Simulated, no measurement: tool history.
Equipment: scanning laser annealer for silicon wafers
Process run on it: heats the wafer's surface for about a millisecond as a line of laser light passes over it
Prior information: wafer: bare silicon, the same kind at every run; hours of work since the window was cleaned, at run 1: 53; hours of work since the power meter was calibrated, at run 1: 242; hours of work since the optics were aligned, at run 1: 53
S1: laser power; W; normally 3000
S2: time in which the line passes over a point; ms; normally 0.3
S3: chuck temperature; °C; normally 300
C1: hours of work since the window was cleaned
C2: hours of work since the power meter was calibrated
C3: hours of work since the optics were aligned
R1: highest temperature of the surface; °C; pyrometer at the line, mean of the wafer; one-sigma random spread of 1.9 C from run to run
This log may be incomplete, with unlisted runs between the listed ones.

Run 1, hour 0: usual settings; C1 53; C2 242; C3 53. Result: R1 1134 °C.
Run 2, hour 21.3: usual settings but S1 2582 W; C1 68; C2 257; C3 68. Result: R1 993 °C.
Run 3, hour 31.4: usual settings but S1 2582 W; C1 75; C2 264; C3 75. Result: R1 995 °C.
Run 4, hour 40.3: usual settings; C1 81; C2 270; C3 81. Result: R1 1137 °C.
Run 5, hour 59.6: usual settings; C1 94; C2 284; C3 94. Result: R1 1131 °C.
Run 6, hour 77.1: usual settings; C1 106; C2 296; C3 106. Result: R1 1133 °C.
Run 7, hour 93.2: usual settings but S1 2961 W; C1 117; C2 307; C3 117. Result: R1 1116 °C.
At hour 97.1: laser's power meter calibrated.
Run 8, hour 107.8: usual settings but S1 2961 W; C1 125; C2 7; C3 125. Result: R1 1117 °C.
Run 9, hour 119.2: usual settings but S1 2879 W, S2 0.282 ms; C1 133; C2 15; C3 133. Result: R1 1069 °C.
Run 10, hour 137.8: usual settings but S3 307 °C; C1 146; C2 28; C3 146. Result: R1 1139 °C.
Run 11, hour 148.9: usual settings but S3 337 °C; C1 154; C2 36; C3 154. Result: R1 1165 °C.
Run 12, hour 163.8: usual settings but S3 337 °C; C1 164; C2 46; C3 164. Result: R1 1168 °C.

5 options for the next run, each taken on its own from the tool as it stands now. Forecast them:
Run A, hour 176.4: usual settings but S1 2904 W, S3 299 °C; C1 173; C2 55; C3 173. Result: R1 ?.
Run B, hour 176.4: usual settings but S3 272 °C; C1 173; C2 55; C3 173. Result: R1 ?.
Run C, hour 176.4: usual settings but S1 2897 W, S2 0.218 ms; C1 173; C2 55; C3 173. Result: R1 ?.
Run D, hour 176.4: usual settings but S1 2991 W, S2 0.223 ms, S3 309 °C; C1 173; C2 55; C3 173. Result: R1 ?.
Run E, hour 176.4: usual settings but S1 2908 W, S2 0.298 ms, S3 322 °C; C1 173; C2 55; C3 173. Result: R1 ?.

run    R1
  A  1093
  B  1101
  C   985
  D  1032
  E  1119
Without the tool's unlogged condition, the same runs would have read:
run    R1
  A  1101
  B  1110
  C   992
  D  1040
  E  1127
